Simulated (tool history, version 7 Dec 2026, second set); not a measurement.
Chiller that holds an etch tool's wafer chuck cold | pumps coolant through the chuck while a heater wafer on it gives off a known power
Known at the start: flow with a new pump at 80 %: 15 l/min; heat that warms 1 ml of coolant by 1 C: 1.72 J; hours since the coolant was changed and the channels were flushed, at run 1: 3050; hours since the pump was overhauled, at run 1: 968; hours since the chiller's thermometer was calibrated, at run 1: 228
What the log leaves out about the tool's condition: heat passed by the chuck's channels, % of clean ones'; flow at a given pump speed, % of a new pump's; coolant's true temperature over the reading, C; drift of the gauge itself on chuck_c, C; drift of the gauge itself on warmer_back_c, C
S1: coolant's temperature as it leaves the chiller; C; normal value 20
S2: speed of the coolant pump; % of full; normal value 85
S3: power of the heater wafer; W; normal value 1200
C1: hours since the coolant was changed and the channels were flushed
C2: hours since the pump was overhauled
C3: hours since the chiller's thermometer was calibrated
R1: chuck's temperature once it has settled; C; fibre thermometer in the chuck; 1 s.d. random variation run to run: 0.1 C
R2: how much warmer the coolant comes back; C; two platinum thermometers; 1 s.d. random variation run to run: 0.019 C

run 1 day=0 | S1=20 S2=85 S3=1200 | C1=3050 C2=968 C3=228 | R1=32.5 R2=2.66
run 2 day=5.392 | S1=20 S2=85 S3=1200 | C1=3179 C2=1098 C3=358 | R1=32.4 R2=2.68
run 3 day=10.088 | S1=20 S2=85 S3=1200 | C1=3292 C2=1211 C3=470 | R1=32.4 R2=2.68
run 4 day=12.988 | S1=14 S2=85 S3=1200 | C1=3361 C2=1280 C3=540 | R1=26.5 R2=2.67
run 5 day=17.012 | S1=14 S2=85 S3=1200 | C1=3458 C2=1377 C3=636 | R1=26.6 R2=2.72
run 6 day=21.525 | S1=14 S2=85 S3=1200 | C1=3566 C2=1485 C3=745 | R1=26.6 R2=2.69
run 7 day=24.112 | S1=14 S2=94 S3=1200 | C1=3628 C2=1547 C3=807 | R1=25.9 R2=2.43
run 8 day=27.842 | S1=14 S2=94 S3=1200 | C1=3718 C2=1637 C3=896 | R1=25.9 R2=2.44
run 9 day=32.925 | S1=14 S2=94 S3=1200 | C1=3840 C2=1759 C3=1018 | R1=26 R2=2.46
run 10 day=36.208 | S1=20 S2=85 S3=1200 | C1=3919 C2=1837 C3=1097 | R1=32.5 R2=2.69
run 11 day=40.492 | S1=11 S2=85 S3=1200 | C1=4022 C2=1940 C3=1200 | R1=23.6 R2=2.67
run 12 day=43.6 | S1=11 S2=85 S3=1200 | C1=4096 C2=2015 C3=1275 | R1=23.6 R2=2.69
run 13 day=47.521 | S1=11 S2=85 S3=1200 | C1=4190 C2=2109 C3=1369 | R1=23.5 R2=2.66
run 14 day=50.375 | S1=19 S2=85 S3=1200 | C1=4259 C2=2177 C3=1437 | R1=31.7 R2=2.67
run 15 day=54.192 | S1=19 S2=85 S3=1200 | C1=4350 C2=2269 C3=1529 | R1=31.5 R2=2.71
run 16 day=59.729 | S1=19 S2=85 S3=1200 | C1=4483 C2=2402 C3=1662 | R1=31.6 R2=2.72
run 17 day=63.612 | S1=20 S2=72 S3=1095 | C1=4576 C2=2495 C3=1755 | R1=32.5 R2=2.92
run 18 day=68.988 | S1=12 S2=72 S3=603 | C1=4705 C2=2624 C3=1884 | R1=18.6 R2=1.64
run 19 day=74.642 | S1=20 S2=65 S3=1200 | C1=4841 C2=2760 C3=2020 | R1=34.6 R2=3.54
run 20 day=77.275 | S1=24 S2=82 S3=1012 | C1=4904 C2=2823 C3=2083 | R1=34.8 R2=2.39
run 21 day=83.012 | S1=26 S2=87 S3=1012 | C1=5042 C2=2961 C3=2220 | R1=36.5 R2=2.25
run 22 day=86.225 | S1=11 S2=64 S3=896 | C1=5119 C2=3038 C3=2298 | R1=21.7 R2=2.73
run 23 day=89.258 | S1=11 S2=64 S3=896 | C1=5192 C2=3111 C3=2370 | R1=21.9 R2=2.69
-- day=91.767 coolant changed, channels flushed
run 24 day=93.296 | S1=25 S2=85 S3=853 | C1=37 C2=3202 C3=2461 | R1=33.1 R2=1.97
run 25 day=96.862 | S1=20 S2=88 S3=609 | C1=122 C2=3287 C3=2547 | R1=25.4 R2=1.36
run 26 day=99.792 | S1=28 S2=88 S3=1063 | C1=193 C2=3357 C3=2617 | R1=38 R2=2.34
run 27 day=103.658 | S1=22 S2=83 S3=1130 | C1=285 C2=3450 C3=2710 | R1=33 R2=2.67
run 28 day=107.654 | S1=14 S2=76 S3=1185 | C1=381 C2=3546 C3=2806 | R1=25.9 R2=3.03
run 29 day=110.525 | S1=14 S2=76 S3=1185 | C1=450 C2=3615 C3=2875 | R1=26.1 R2=3.03
run 30 day=113.225 | S1=23 S2=76 S3=1185 | C1=515 C2=3680 C3=2939 | R1=35 R2=3.01
run 31 day=118.392 | S1=23 S2=76 S3=1185 | C1=639 C2=3804 C3=3064 | R1=35 R2=3.05
run 32 day=123.096 | S1=23 S2=80 S3=941 | C1=752 C2=3917 C3=3176 | R1=32.2 R2=2.3

Describe how what the log doesn't record of the tool's condition differs between the last listed run preceding each entry between runs and the first listed run following it.
After run 23, before run 24: coolant changed, channels flushed (day 91.767)
  heat passed by the chuck's channels, % of clean ones': 89.9 -> 99.7; flow at a given pump speed, % of a new pump's: 96.2 -> 96.1; coolant's true temperature over the reading, C: -0.42 -> -0.43
  what was measured, less what the result would be without the hidden state, R1: +0.8 -> -0.2 C; R2: +0.1 -> +0.07 C
